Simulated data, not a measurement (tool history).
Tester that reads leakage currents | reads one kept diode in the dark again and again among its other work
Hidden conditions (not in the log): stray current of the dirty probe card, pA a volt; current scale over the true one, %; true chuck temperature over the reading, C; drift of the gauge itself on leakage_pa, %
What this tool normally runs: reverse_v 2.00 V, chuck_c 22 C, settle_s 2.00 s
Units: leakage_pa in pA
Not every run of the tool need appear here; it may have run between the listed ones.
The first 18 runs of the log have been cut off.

run	day	reverse_v	chuck_c	settle_s	hours of work since the probe card was cleaned	hours of work since the tester was calibrated	hours of work since the chuck was calibrated	leakage_pa
# day 77.208: tester calibrated
19	77.825	2.00	22	8.31	428	6	1637	15.33
# day 78.725: chuck's temperature calibrated
20	82.788	2.00	22	8.31	479	57	42	15.40
21	87.462	2.00	22	8.31	527	105	90	15.39
22	90.333	2.00	29	2.00	556	134	119	28.42
23	93.146	10.72	22	2.03	585	163	148	28.29
24	95.762	11.21	33	0.32	612	190	175	79.17
25	99.346	11.21	60	2.74	649	227	212	538.07
26	102.929	11.21	60	0.75	686	264	249	541.66
27	108.712	5.48	54	3.49	745	323	309	277.11
28	112.750	9.14	33	6.20	787	365	350	65.19
29	117.858	3.33	38	1.55	839	418	403	70.23
30	120.646	3.33	38	1.55	868	446	431	70.01
31	124.508	3.33	38	1.55	908	486	471	70.56
32	128.171	2.06	22	6.45	946	524	509	15.47
33	132.500	2.06	22	6.45	990	568	553	15.56
34	137.304	14.96	36	2.00	1040	618	603	99.26
35	140.642	5.46	31	7.30	1074	652	637	46.53
36	143.350	8.37	25	4.65	1102	680	665	32.46
37	146.433	1.06	22	2.00	1134	712	697	12.70
38	152.154	4.86	34	0.95	1192	771	756	58.77
39	156.221	4.73	34	0.95	1234	812	798	58.11

Each row is a separate what-if for the run after 39, all from the same tool condition, not one after another. Results?
A	159.288	1.38	53	0.35	1266	844	829	?
B	159.288	10.97	29	0.43	1266	844	829	?
C	159.288	4.84	34	0.95	1266	844	829	?
D	159.288	12.96	21	7.11	1266	844	829	?

run	leakage_pa
A	165.06
B	56.32
C	58.60
D	26.50
The same runs, with their run-to-run variation unchanged, on a tool lacking any hidden condition would have given:
run	leakage_pa
A	165.04
B	56.29
C	58.59
D	26.47

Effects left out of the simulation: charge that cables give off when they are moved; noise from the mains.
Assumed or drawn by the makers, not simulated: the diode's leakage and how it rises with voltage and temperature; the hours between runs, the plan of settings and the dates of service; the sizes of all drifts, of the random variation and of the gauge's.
